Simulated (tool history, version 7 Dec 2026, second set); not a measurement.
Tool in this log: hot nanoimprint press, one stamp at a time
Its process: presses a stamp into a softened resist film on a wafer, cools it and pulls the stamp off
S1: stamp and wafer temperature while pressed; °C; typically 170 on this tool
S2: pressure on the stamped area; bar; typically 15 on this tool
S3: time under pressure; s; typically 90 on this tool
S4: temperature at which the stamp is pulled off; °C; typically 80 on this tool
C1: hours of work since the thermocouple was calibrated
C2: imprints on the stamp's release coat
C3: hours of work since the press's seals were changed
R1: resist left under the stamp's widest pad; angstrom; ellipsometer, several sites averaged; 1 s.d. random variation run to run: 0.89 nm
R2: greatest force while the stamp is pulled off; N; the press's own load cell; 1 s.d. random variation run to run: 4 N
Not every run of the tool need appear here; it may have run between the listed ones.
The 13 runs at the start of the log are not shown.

| run | hour | S1 | S2 | S3 | S4 | C1 | C2 | C3 | R1 | R2 |
|---|---|---|---|---|---|---|---|---|---|---|
| 14 | 178.7 | 170 | 18.2 | 90 | 80 | 43 | 209 | 132 | 1366 | 192 |
| 15 | 188.4 | 170 | 18.2 | 90 | 80 | 48 | 246 | 137 | 1354 | 209 |
| 16 | 196.1 | 170 | 18.2 | 90 | 80 | 53 | 276 | 142 | 1351 | 197 |
| 17 | 209.8 | 170 | 23.5 | 90 | 72 | 61 | 329 | 150 | 1197 | 229 |
| 18 | 221.8 | 159 | 15 | 48 | 80 | 67 | 375 | 156 | 2712 | 201 |
| 19 | 237.2 | 170 | 15 | 91 | 85 | 76 | 434 | 165 | 1493 | 180 |
| 20 | 254.2 | 170 | 9.3 | 62 | 82 | 86 | 500 | 175 | 2084 | 192 |
| 21 | 262.5 | 170 | 20.3 | 62 | 82 | 90 | 532 | 179 | 1508 | 195 |
| 22 | 275.8 | 164 | 17.6 | 141 | 76 | 98 | 584 | 187 | 1536 | 226 |
| 23 | 285.3 | 164 | 17.6 | 141 | 76 | 103 | 621 | 192 | 1543 | 230 |
| 24 | 295.1 | 163 | 17.6 | 103 | 76 | 109 | 658 | 198 | 1811 | 226 |
| 25 | 310.3 | 162 | 17 | 50 | 67 | 117 | 717 | 206 | 2414 | 266 |
| 26 | 325.3 | 167 | 17 | 103 | 66 | 126 | 775 | 215 | 1548 | 281 |
| 27 | 336.6 | 160 | 20.4 | 179 | 71 | 132 | 819 | 221 | 1627 | 265 |
| 28 | 343.9 | 169 | 15 | 90 | 80 | 136 | 847 | 225 | 1569 | 211 |
| 29 | 359.9 | 164 | 9.8 | 69 | 85 | 145 | 909 | 234 | 2440 | 200 |
| 30 | 373.9 | 174 | 11.3 | 100 | 71 | 153 | 963 | 242 | 1375 | 254 |

What if the next run were any one of these 4? Each begins from the tool's condition after run 30:
| A | 383.8 | 170 | 11.6 | 90 | 73 | 159 | 1001 | 248 | ? | ? |
| B | 383.8 | 181 | 23.8 | 90 | 80 | 159 | 1001 | 248 | ? | ? |
| C | 383.8 | 159 | 15 | 90 | 80 | 159 | 1001 | 248 | ? | ? |
| D | 383.8 | 161 | 16.8 | 100 | 71 | 159 | 1001 | 248 | ? | ? |

| run | R1 | R2 |
|---|---|---|
| A | 1673 | 251 |
| B | 724 | 216 |
| C | 2362 | 215 |
| D | 2036 | 262 |
Had the tool no hidden state, the same runs would have come out as:
| run | R1 | R2 |
|---|---|---|
| A | 1659 | 225 |
| B | 714 | 193 |
| C | 2345 | 193 |
| D | 2018 | 235 |
